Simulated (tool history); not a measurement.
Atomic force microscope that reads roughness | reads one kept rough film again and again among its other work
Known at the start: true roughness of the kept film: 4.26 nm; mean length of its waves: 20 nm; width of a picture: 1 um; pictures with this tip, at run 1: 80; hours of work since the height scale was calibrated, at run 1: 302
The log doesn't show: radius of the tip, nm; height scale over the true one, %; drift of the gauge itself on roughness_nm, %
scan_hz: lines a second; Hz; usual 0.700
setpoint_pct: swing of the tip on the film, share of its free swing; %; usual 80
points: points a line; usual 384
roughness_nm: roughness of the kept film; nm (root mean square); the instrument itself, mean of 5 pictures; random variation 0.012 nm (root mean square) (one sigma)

run   hour  scan_hz  setpoint_pct  points  pictures with this tip  hours of work since the height scale was calibrated  roughness_nm
  1    0.0    0.700            80     384                      80                                                  302         1.930
  2    8.0    0.700            84     384                     101                                                  308         1.763
  3   14.9    0.700            84     384                     120                                                  313         1.654
  4   22.8    0.700            84     384                     142                                                  320         1.564
  5   26.9    0.700            84     384                     153                                                  323         1.519
  6   33.1    0.700            84     384                     170                                                  328         1.448
  7   40.3    0.700            84     384                     190                                                  334         1.379
  8   46.7    0.700            84     384                     207                                                  339         1.322
      49.2  -- new tip fitted
  9   54.6    0.700            84     384                      14                                                  345         2.549
 10   59.9    0.700            84     384                      29                                                  349         2.375
 11   64.4    1.167            72     535                      41                                                  353         2.298
 12   73.9    1.167            72     535                      67                                                  360         2.039
 13   83.2    2.046            84     384                      93                                                  368         1.698
 14   88.3    2.046            84     384                     107                                                  372         1.601
 15   94.8    2.046            84     384                     124                                                  377         1.521
 16   99.0    1.587            80     384                     136                                                  380         1.506
 17  105.6    3.135            84     399                     154                                                  386         1.288
 18  113.0    3.135            84     399                     174                                                  391         1.225
 19  121.7    3.135            84     934                     198                                                  398         1.161

5 ways to go on from here, each from the tool as it stands after run 19. What would each give?
     127.8  -- new tip fitted
  A  128.2    0.715            80     614                       1                                                  403             ?
     127.8  -- new tip fitted
  B  128.2    2.735            84     900                       1                                                  403             ?
     127.8  -- new tip fitted
  C  128.2    2.648            88     336                       1                                                  403             ?
     127.8  -- new tip fitted
  D  128.2    0.700            67     384                       1                                                  403             ?
     127.8  -- new tip fitted
  E  128.2    0.503            84     934                       1                                                  403             ?

run  roughness_nm
  A         2.784
  B         2.448
  C         2.336
  D         2.848
  E         2.830
Without the tool's hidden state the same runs would have given:
run  roughness_nm
  A         2.829
  B         2.487
  C         2.374
  D         2.893
  E         2.875
